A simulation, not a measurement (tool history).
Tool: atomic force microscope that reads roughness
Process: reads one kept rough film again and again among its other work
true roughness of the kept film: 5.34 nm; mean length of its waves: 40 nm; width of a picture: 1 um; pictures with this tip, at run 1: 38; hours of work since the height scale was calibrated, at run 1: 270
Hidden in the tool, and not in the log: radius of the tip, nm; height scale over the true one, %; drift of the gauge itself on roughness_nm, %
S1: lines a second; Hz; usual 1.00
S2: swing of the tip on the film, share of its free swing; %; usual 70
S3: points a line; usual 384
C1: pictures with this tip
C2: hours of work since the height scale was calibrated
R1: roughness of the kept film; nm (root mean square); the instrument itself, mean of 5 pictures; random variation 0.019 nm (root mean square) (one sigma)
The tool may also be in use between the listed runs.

run   hour    S1  S2   S3  C1   C2     R1
  1    0.0  1.00  70  384  38  270  4.245
  2   18.2  1.00  70  384  70  280  3.965
  3   29.6  1.00  70  384  90  287  3.799
      31.7  -- new tip fitted
  4   39.4  1.00  58  384  14  292  4.481
  5   57.2  1.00  70  888  45  303  4.143
  6   73.3  2.11  70  888  73  312  3.794
  7   81.7  2.11  70  888  88  317  3.706
      85.6  -- new tip fitted
  8   91.5  2.11  70  888  10  322  4.382
  9  105.6  2.11  70  888  35  330  4.130
 10  115.2  2.11  70  888  51  336  3.969
 11  131.7  1.00  70  384  80  346  3.825
     139.0  -- new tip fitted
 12  148.2  1.00  70  384  16  355  4.415
 13  160.2  1.00  70  384  37  362  4.220
 14  176.8  1.00  76  384  66  371  3.943
     192.7  -- new tip fitted
 15  196.9  1.21  86  919   8  383  4.340
 16  213.2  0.59  79  264  36  392  4.250
 17  228.7  2.22  61  897  63  401  3.983
 18  241.0  1.29  66  360  85  408  3.829
     245.9  -- new tip fitted
 19  255.1  1.29  66  360  17  416  4.379
 20  272.1  0.86  88  396  46  426  4.027
 21  284.0  0.86  88  396  67  433  3.860
 22  294.9  0.86  88  396  86  439  3.730
     299.2  -- new tip fitted
 23  307.7  0.61  70  384  15  446  4.477
 24  326.9  1.00  84  257  48  457  3.950
 25  336.8  0.83  82  259  66  463  3.891

Forecast each of these 4 alternatives for the next run:
     352.3  -- new tip fitted
  A  353.7  1.59  70  384   2  473   ?
     352.3  -- new tip fitted
  B  353.7  1.20  61  447   2  473   ?
     352.3  -- new tip fitted
  C  353.7  1.94  56  277   2  473   ?
     352.3  -- new tip fitted
  D  353.7  1.00  59  384   2  473   ?

run     R1
  A  4.499
  B  4.602
  C  4.574
  D  4.596
Without the tool's hidden state the same runs would have given:
run     R1
  A  4.527
  B  4.630
  C  4.602
  D  4.625

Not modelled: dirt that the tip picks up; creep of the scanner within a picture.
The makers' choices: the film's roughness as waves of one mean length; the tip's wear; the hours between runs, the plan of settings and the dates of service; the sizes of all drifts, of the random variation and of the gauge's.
